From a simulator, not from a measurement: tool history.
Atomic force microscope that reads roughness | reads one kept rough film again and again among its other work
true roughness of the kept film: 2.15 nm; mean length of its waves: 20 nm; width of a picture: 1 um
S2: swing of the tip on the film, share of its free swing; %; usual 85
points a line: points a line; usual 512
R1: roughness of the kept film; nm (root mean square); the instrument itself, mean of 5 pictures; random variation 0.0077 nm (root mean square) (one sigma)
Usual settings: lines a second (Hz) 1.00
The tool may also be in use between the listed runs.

Run 1, hour 0.0: usual settings. Result: R1 1.205 nm (root mean square).
Run 2, hour 5.2: usual settings. Result: R1 1.177 nm (root mean square).
At hour 9.4: new tip fitted.
Run 3, hour 12.3: usual settings. Result: R1 1.594 nm (root mean square).
Run 4, hour 22.2: usual settings. Result: R1 1.520 nm (root mean square).
Run 5, hour 31.8: usual settings. Result: R1 1.439 nm (root mean square).
Run 6, hour 42.8: usual settings but points a line 323. Result: R1 1.351 nm (root mean square).
Run 7, hour 51.6: usual settings but points a line 323. Result: R1 1.290 nm (root mean square).
Run 8, hour 59.1: usual settings but points a line 323. Result: R1 1.264 nm (root mean square).
Run 9, hour 69.7: usual settings but points a line 1020. Result: R1 1.234 nm (root mean square).
Run 10, hour 79.0: usual settings but points a line 1020. Result: R1 1.193 nm (root mean square).
Run 11, hour 85.1: usual settings but points a line 1020. Result: R1 1.158 nm (root mean square).
At hour 89.9: new tip fitted.
Run 12, hour 96.5: usual settings. Result: R1 1.561 nm (root mean square).
Run 13, hour 103.2: usual settings. Result: R1 1.485 nm (root mean square).
Run 14, hour 113.0: usual settings. Result: R1 1.438 nm (root mean square).
Run 15, hour 124.7: usual settings. Result: R1 1.363 nm (root mean square).
Run 16, hour 135.2: usual settings but lines a second (Hz) 1.67, points a line 384. Result: R1 1.197 nm (root mean square).
Run 17, hour 146.8: usual settings but lines a second (Hz) 1.67, points a line 384. Result: R1 1.151 nm (root mean square).
Run 18, hour 155.0: usual settings but lines a second (Hz) 3.57, S2 62 %. Result: R1 1.193 nm (root mean square).
Run 19, hour 160.1: usual settings but S2 69 %, points a line 888. Result: R1 1.275 nm (root mean square).
Run 20, hour 165.6: usual settings but S2 69 %, points a line 888. Result: R1 1.259 nm (root mean square).
At hour 169.8: new tip fitted.
Run 21, hour 175.8: usual settings but S2 80 %, points a line 375. Result: R1 1.598 nm (root mean square).
Run 22, hour 184.2: usual settings but S2 80 %, points a line 375. Result: R1 1.542 nm (root mean square).
Run 23, hour 192.7: usual settings but S2 58 %, points a line 375. Result: R1 1.578 nm (root mean square).
Run 24, hour 199.9: usual settings but S2 83 %. Result: R1 1.410 nm (root mean square).
Run 25, hour 207.3: usual settings but lines a second (Hz) 1.85, S2 71 %, points a line 259. Result: R1 1.322 nm (root mean square).
Run 26, hour 218.5: usual settings but lines a second (Hz) 0.89, S2 59 %, points a line 267. Result: R1 1.391 nm (root mean square).
Run 27, hour 225.3: usual settings but lines a second (Hz) 0.89, S2 59 %, points a line 267. Result: R1 1.338 nm (root mean square).

Forecast run 28:
Run 28, hour 236.3: usual settings but lines a second (Hz) 1.18, S2 58 %, points a line 815. Result: R1 ?.

{"run 28": {"R1": 1.316}}
Without the tool's hidden state the same run would have given R1 1.794 nm (root mean square).
